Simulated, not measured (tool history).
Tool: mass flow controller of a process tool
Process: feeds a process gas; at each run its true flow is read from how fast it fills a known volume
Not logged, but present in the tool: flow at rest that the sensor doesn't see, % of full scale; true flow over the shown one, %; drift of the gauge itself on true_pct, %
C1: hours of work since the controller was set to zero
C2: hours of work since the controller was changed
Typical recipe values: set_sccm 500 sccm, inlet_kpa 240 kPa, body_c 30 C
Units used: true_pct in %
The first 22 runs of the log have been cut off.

{"run": 23, "hour": 2143.0, "set_sccm": 893, "inlet_kpa": 152, "body_c": 30, "C1": 2013, "C2": 2013, "true_pct": 100.09}
{"run": 24, "hour": 2216.9, "set_sccm": 500, "inlet_kpa": 240, "body_c": 33, "C1": 2042, "C2": 2042, "true_pct": 98.61}
{"run": 25, "hour": 2280.9, "set_sccm": 308, "inlet_kpa": 196, "body_c": 33, "C1": 2067, "C2": 2067, "true_pct": 98.23}
{"run": 26, "hour": 2357.1, "set_sccm": 607, "inlet_kpa": 240, "body_c": 22, "C1": 2097, "C2": 2097, "true_pct": 98.67}
{"run": 27, "hour": 2481.8, "set_sccm": 535, "inlet_kpa": 149, "body_c": 31, "C1": 2146, "C2": 2146, "true_pct": 99.12}
{"run": 28, "hour": 2572.9, "set_sccm": 288, "inlet_kpa": 196, "body_c": 35, "C1": 2182, "C2": 2182, "true_pct": 98.4}
{"run": 29, "hour": 2680.4, "set_sccm": 288, "inlet_kpa": 196, "body_c": 35, "C1": 2224, "C2": 2224, "true_pct": 98.33}
{"run": 30, "hour": 2814.0, "set_sccm": 288, "inlet_kpa": 224, "body_c": 23, "C1": 2276, "C2": 2276, "true_pct": 97.78}
{"run": 31, "hour": 2933.3, "set_sccm": 288, "inlet_kpa": 224, "body_c": 23, "C1": 2323, "C2": 2323, "true_pct": 97.77}
{"run": 32, "hour": 3031.5, "set_sccm": 288, "inlet_kpa": 224, "body_c": 23, "C1": 2361, "C2": 2361, "true_pct": 97.78}
{"run": 33, "hour": 3133.6, "set_sccm": 255, "inlet_kpa": 154, "body_c": 25, "C1": 2401, "C2": 2401, "true_pct": 98.15}
{"run": 34, "hour": 3207.2, "set_sccm": 255, "inlet_kpa": 154, "body_c": 25, "C1": 2430, "C2": 2430, "true_pct": 98.09}
{"run": 35, "hour": 3277.8, "set_sccm": 102, "inlet_kpa": 144, "body_c": 35, "C1": 2458, "C2": 2458, "true_pct": 97.98}
{"run": 36, "hour": 3390.7, "set_sccm": 102, "inlet_kpa": 144, "body_c": 35, "C1": 2502, "C2": 2502, "true_pct": 98.01}
{"run": 37, "hour": 3454.7, "set_sccm": 202, "inlet_kpa": 168, "body_c": 35, "C1": 2527, "C2": 2527, "true_pct": 98.22}

5 ways to go on from here, each from the tool as it stands after run 37. What would each give?
{"run": "A", "hour": 3584.1, "set_sccm": 106, "inlet_kpa": 170, "body_c": 23, "C1": 2578, "C2": 2578, "true_pct": "?"}
{"run": "B", "hour": 3584.1, "set_sccm": 500, "inlet_kpa": 237, "body_c": 34, "C1": 2578, "C2": 2578, "true_pct": "?"}
{"run": "C", "hour": 3584.1, "set_sccm": 841, "inlet_kpa": 240, "body_c": 23, "C1": 2578, "C2": 2578, "true_pct": "?"}
{"run": "D", "hour": 3584.1, "set_sccm": 644, "inlet_kpa": 240, "body_c": 30, "C1": 2578, "C2": 2578, "true_pct": "?"}
{"run": "E", "hour": 3584.1, "set_sccm": 500, "inlet_kpa": 240, "body_c": 22, "C1": 2578, "C2": 2578, "true_pct": "?"}

run=A true_pct=97.62
run=B true_pct=98.61
run=C true_pct=99.27
run=D true_pct=98.90
run=E true_pct=98.28
Without the tool's hidden state the same runs would have given:
run=A true_pct=97.64
run=B true_pct=98.61
run=C true_pct=99.27
run=D true_pct=98.90
run=E true_pct=98.28
